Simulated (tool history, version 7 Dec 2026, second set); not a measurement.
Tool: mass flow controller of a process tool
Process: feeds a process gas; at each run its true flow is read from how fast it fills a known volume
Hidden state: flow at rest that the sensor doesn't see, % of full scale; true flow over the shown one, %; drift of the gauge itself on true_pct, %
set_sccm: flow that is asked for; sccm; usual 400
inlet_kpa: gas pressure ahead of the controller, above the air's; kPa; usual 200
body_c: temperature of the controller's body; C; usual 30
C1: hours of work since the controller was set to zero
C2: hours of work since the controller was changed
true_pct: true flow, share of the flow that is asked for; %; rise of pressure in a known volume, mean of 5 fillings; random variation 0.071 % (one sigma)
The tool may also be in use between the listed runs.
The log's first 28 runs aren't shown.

run 29 day=101.192 | set_sccm=369 inlet_kpa=269 body_c=31 | C1=1917 C2=1917 | true_pct=101.36
run 30 day=105.446 | set_sccm=205 inlet_kpa=249 body_c=31 | C1=1959 C2=1959 | true_pct=101.36
run 31 day=110.683 | set_sccm=205 inlet_kpa=249 body_c=31 | C1=2010 C2=2010 | true_pct=101.32
run 32 day=115.192 | set_sccm=205 inlet_kpa=249 body_c=31 | C1=2055 C2=2055 | true_pct=101.37
run 33 day=118.333 | set_sccm=205 inlet_kpa=249 body_c=31 | C1=2086 C2=2086 | true_pct=101.48
run 34 day=120.838 | set_sccm=231 inlet_kpa=177 body_c=29 | C1=2111 C2=2111 | true_pct=101.81
run 35 day=124.738 | set_sccm=247 inlet_kpa=146 body_c=29 | C1=2149 C2=2149 | true_pct=102.06
run 36 day=128.038 | set_sccm=247 inlet_kpa=146 body_c=29 | C1=2182 C2=2182 | true_pct=102.02
run 37 day=131.392 | set_sccm=60 inlet_kpa=180 body_c=28 | C1=2215 C2=2215 | true_pct=101.53
-- day=134.379 gauge calibrated
run 38 day=135.788 | set_sccm=71 inlet_kpa=262 body_c=33 | C1=2258 C2=2258 | true_pct=99.53
run 39 day=140.638 | set_sccm=400 inlet_kpa=218 body_c=22 | C1=2306 C2=2306 | true_pct=99.55
run 40 day=144.117 | set_sccm=273 inlet_kpa=193 body_c=23 | C1=2341 C2=2341 | true_pct=99.53
run 41 day=147.038 | set_sccm=315 inlet_kpa=193 body_c=21 | C1=2370 C2=2370 | true_pct=99.59
run 42 day=150.396 | set_sccm=315 inlet_kpa=193 body_c=21 | C1=2403 C2=2403 | true_pct=99.61
run 43 day=154.05 | set_sccm=315 inlet_kpa=193 body_c=21 | C1=2439 C2=2439 | true_pct=99.52
run 44 day=158.321 | set_sccm=196 inlet_kpa=143 body_c=27 | C1=2481 C2=2481 | true_pct=100.11
run 45 day=160.704 | set_sccm=400 inlet_kpa=142 body_c=30 | C1=2505 C2=2505 | true_pct=100.91
run 46 day=164.583 | set_sccm=400 inlet_kpa=142 body_c=30 | C1=2543 C2=2543 | true_pct=100.92
run 47 day=167.5 | set_sccm=368 inlet_kpa=179 body_c=35 | C1=2572 C2=2572 | true_pct=101.21
run 48 day=171.758 | set_sccm=368 inlet_kpa=179 body_c=35 | C1=2614 C2=2614 | true_pct=101.15
run 49 day=175.358 | set_sccm=168 inlet_kpa=206 body_c=30 | C1=2649 C2=2649 | true_pct=100.3

Forecast each of these 3 alternatives for the next run:
run A day=178.2 | set_sccm=400 inlet_kpa=200 body_c=36 | C1=2677 C2=2677 | true_pct=?
run B day=178.2 | set_sccm=177 inlet_kpa=206 body_c=30 | C1=2677 C2=2677 | true_pct=?
run C day=178.2 | set_sccm=168 inlet_kpa=209 body_c=37 | C1=2677 C2=2677 | true_pct=?

run=A true_pct=101.35
run=B true_pct=100.47
run=C true_pct=101.05
Without the tool's hidden state the same runs would have given:
run=A true_pct=100.67
run=B true_pct=99.79
run=C true_pct=100.38

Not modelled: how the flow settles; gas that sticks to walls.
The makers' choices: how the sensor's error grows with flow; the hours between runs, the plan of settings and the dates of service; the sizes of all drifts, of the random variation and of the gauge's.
